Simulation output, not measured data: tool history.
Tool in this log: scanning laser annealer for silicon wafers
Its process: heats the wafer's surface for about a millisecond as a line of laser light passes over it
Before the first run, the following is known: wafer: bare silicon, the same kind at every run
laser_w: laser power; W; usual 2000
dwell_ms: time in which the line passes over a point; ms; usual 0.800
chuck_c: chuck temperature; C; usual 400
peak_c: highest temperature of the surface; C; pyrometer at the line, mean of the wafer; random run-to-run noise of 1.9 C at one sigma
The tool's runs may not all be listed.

| run | hour | laser_w | dwell_ms | chuck_c | peak_c |
|---|---|---|---|---|---|
| 1 | 0.0 | 2000 | 0.800 | 400 | 1161 |
| 2 | 21.5 | 2000 | 0.853 | 400 | 1193 |
| 3 | 37.8 | 2000 | 0.877 | 400 | 1207 |
| 4 | 63.1 | 2000 | 0.800 | 400 | 1161 |
| 5 | 76.5 | 2000 | 0.800 | 400 | 1158 |
|  | 99.6 | optics aligned, line set to its width |
| 6 | 100.5 | 2000 | 0.800 | 400 | 1156 |
| 7 | 118.7 | 2000 | 0.800 | 400 | 1155 |
| 8 | 144.8 | 2000 | 0.586 | 400 | 1030 |
| 9 | 167.8 | 2000 | 0.834 | 400 | 1174 |
| 10 | 192.2 | 2000 | 0.834 | 400 | 1171 |
|  | 220.5 | optics aligned, line set to its width, once more |
| 11 | 223.5 | 2000 | 0.834 | 400 | 1194 |
| 12 | 246.9 | 2000 | 0.834 | 400 | 1194 |
| 13 | 269.4 | 2000 | 0.800 | 385 | 1164 |
| 14 | 285.2 | 2000 | 0.800 | 385 | 1160 |
| 15 | 309.3 | 2000 | 0.800 | 385 | 1159 |
| 16 | 325.4 | 2106 | 0.800 | 377 | 1192 |
| 17 | 343.0 | 2000 | 0.591 | 408 | 1060 |
| 18 | 357.0 | 1951 | 0.916 | 375 | 1189 |
| 19 | 370.2 | 1951 | 0.635 | 361 | 1021 |
| 20 | 390.0 | 1951 | 0.635 | 361 | 1021 |
| 21 | 401.4 | 1863 | 0.800 | 405 | 1121 |
| 22 | 424.5 | 2000 | 0.619 | 423 | 1089 |
| 23 | 440.0 | 1754 | 0.571 | 423 | 974 |
| 24 | 457.7 | 1754 | 0.571 | 423 | 976 |
| 25 | 472.4 | 1754 | 0.571 | 365 | 916 |
| 26 | 490.1 | 1767 | 0.571 | 437 | 996 |
| 27 | 502.4 | 1767 | 0.571 | 437 | 990 |
| 28 | 518.7 | 1737 | 0.571 | 437 | 982 |
| 29 | 537.4 | 1855 | 0.669 | 387 | 1027 |

Measured minus without-hidden-state, run by run (identical run-to-run variation in each term; gauge scatter may differ):
Hidden state present: light that passes the window, % of a clean one's; laser's true power over the reading, %; width of the line over the set one, %; drift of the gauge itself on peak_c, C.
| run | peak_c |
|---|---|
| 1 | -20 |
| 2 | -21 |
| 3 | -22 |
| 4 | -20 |
| 5 | -21 |
| 6 | -30 |
| 7 | -29 |
| 8 | -26 |
| 9 | -31 |
| 10 | -32 |
| 11 | -7 |
| 12 | -7 |
| 13 | -8 |
| 14 | -8 |
| 15 | -9 |
| 16 | -10 |
| 17 | -8 |
| 18 | -10 |
| 19 | -9 |
| 20 | -9 |
| 21 | -10 |
| 22 | -10 |
| 23 | -9 |
| 24 | -9 |
| 25 | -10 |
| 26 | -9 |
| 27 | -10 |
| 28 | -10 |
| 29 | -12 |

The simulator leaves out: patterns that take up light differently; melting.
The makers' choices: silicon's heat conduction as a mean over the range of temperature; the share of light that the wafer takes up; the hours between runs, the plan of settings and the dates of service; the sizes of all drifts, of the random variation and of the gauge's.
